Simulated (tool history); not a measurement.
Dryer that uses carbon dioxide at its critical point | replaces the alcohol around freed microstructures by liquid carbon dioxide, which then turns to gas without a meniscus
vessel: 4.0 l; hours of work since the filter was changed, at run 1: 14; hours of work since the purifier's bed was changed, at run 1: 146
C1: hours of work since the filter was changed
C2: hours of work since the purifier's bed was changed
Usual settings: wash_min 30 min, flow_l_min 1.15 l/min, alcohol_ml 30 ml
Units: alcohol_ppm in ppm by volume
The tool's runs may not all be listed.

Run 1, day 0.000: usual settings; C1 14; C2 146. Result: alcohol_ppm 23 ppm by volume.
Run 2, day 0.367: usual settings; C1 19; C2 150. Result: alcohol_ppm 18 ppm by volume.
Run 3, day 0.750: usual settings; C1 24; C2 155. Result: alcohol_ppm 16 ppm by volume.
Run 4, day 1.238: usual settings but flow_l_min 1.83 l/min; C1 30; C2 161. Result: alcohol_ppm 11 ppm by volume.
Run 5, day 1.679: usual settings but flow_l_min 1.83 l/min; C1 35; C2 166. Result: alcohol_ppm 12 ppm by volume.
Run 6, day 1.996: usual settings but flow_l_min 1.83 l/min; C1 39; C2 170. Result: alcohol_ppm 11 ppm by volume.
Run 7, day 2.250: usual settings but flow_l_min 0.79 l/min; C1 42; C2 173. Result: alcohol_ppm 36 ppm by volume.
Run 8, day 2.475: usual settings but flow_l_min 1.59 l/min; C1 45; C2 176. Result: alcohol_ppm 14 ppm by volume.
Run 9, day 2.746: usual settings but flow_l_min 1.59 l/min; C1 48; C2 179. Result: alcohol_ppm 4 ppm by volume.
Run 10, day 3.000: usual settings but alcohol_ml 98 ml; C1 51; C2 183. Result: alcohol_ppm 24 ppm by volume.
Run 11, day 3.275: usual settings but alcohol_ml 62 ml; C1 55; C2 186. Result: alcohol_ppm 17 ppm by volume.
Run 12, day 3.750: usual settings but alcohol_ml 21 ml; C1 61; C2 192. Result: alcohol_ppm 25 ppm by volume.
Run 13, day 4.196: usual settings but wash_min 20 min; C1 66; C2 197. Result: alcohol_ppm 47 ppm by volume.
Run 14, day 4.475: usual settings but wash_min 36 min, flow_l_min 0.92 l/min; C1 70; C2 201. Result: alcohol_ppm 20 ppm by volume.
Run 15, day 4.821: usual settings but wash_min 35 min, flow_l_min 0.88 l/min, alcohol_ml 25 ml; C1 74; C2 205. Result: alcohol_ppm 21 ppm by volume.
Run 16, day 5.058: usual settings but wash_min 35 min, flow_l_min 1.70 l/min, alcohol_ml 109 ml; C1 77; C2 208. Result: alcohol_ppm 20 ppm by volume.
Run 17, day 5.508: usual settings but wash_min 35 min, flow_l_min 1.70 l/min, alcohol_ml 109 ml; C1 82; C2 213. Result: alcohol_ppm 14 ppm by volume.
Run 18, day 5.988: usual settings but wash_min 21 min, flow_l_min 0.82 l/min, alcohol_ml 42 ml; C1 88; C2 219. Result: alcohol_ppm 192 ppm by volume.
Run 19, day 6.400: usual settings but wash_min 21 min, flow_l_min 0.82 l/min, alcohol_ml 42 ml; C1 93; C2 224. Result: alcohol_ppm 199 ppm by volume.
Run 20, day 6.725: usual settings but wash_min 21 min, flow_l_min 0.82 l/min, alcohol_ml 42 ml; C1 97; C2 228. Result: alcohol_ppm 203 ppm by volume.
Run 21, day 7.183: usual settings but wash_min 32 min, flow_l_min 0.81 l/min; C1 103; C2 234. Result: alcohol_ppm 33 ppm by volume.
Run 22, day 7.688: usual settings but wash_min 41 min, flow_l_min 1.42 l/min, alcohol_ml 101 ml; C1 109; C2 240. Result: alcohol_ppm 18 ppm by volume.
Run 23, day 7.992: usual settings but wash_min 31 min, flow_l_min 1.04 l/min; C1 113; C2 244. Result: alcohol_ppm 23 ppm by volume.
Run 24, day 8.225: usual settings but wash_min 31 min, flow_l_min 1.04 l/min; C1 116; C2 247. Result: alcohol_ppm 23 ppm by volume.
Run 25, day 8.642: usual settings but wash_min 21 min, flow_l_min 0.73 l/min; C1 121; C2 252. Result: alcohol_ppm 232 ppm by volume.
Run 26, day 8.962: usual settings but wash_min 42 min, flow_l_min 1.92 l/min, alcohol_ml 96 ml; C1 125; C2 256. Result: alcohol_ppm 19 ppm by volume.

The same runs without the tool's hidden state, with the same run-to-run variation:
The hidden state here: flow that reaches the vessel past the clogged filter, %; alcohol in the recycled carbon dioxide, ppm; drift of the gauge itself on alcohol_ppm, %.
run  alcohol_ppm
  1           15
  2            9
  3            7
  4            2
  5            2
  6            2
  7           24
  8            4
  9            0
 10           13
 11            6
 12           14
 13           33
 14            8
 15            8
 16            8
 17            2
 18          162
 19          168
 20          171
 21           17
 22            4
 23            9
 24            8
 25          195
 26            4

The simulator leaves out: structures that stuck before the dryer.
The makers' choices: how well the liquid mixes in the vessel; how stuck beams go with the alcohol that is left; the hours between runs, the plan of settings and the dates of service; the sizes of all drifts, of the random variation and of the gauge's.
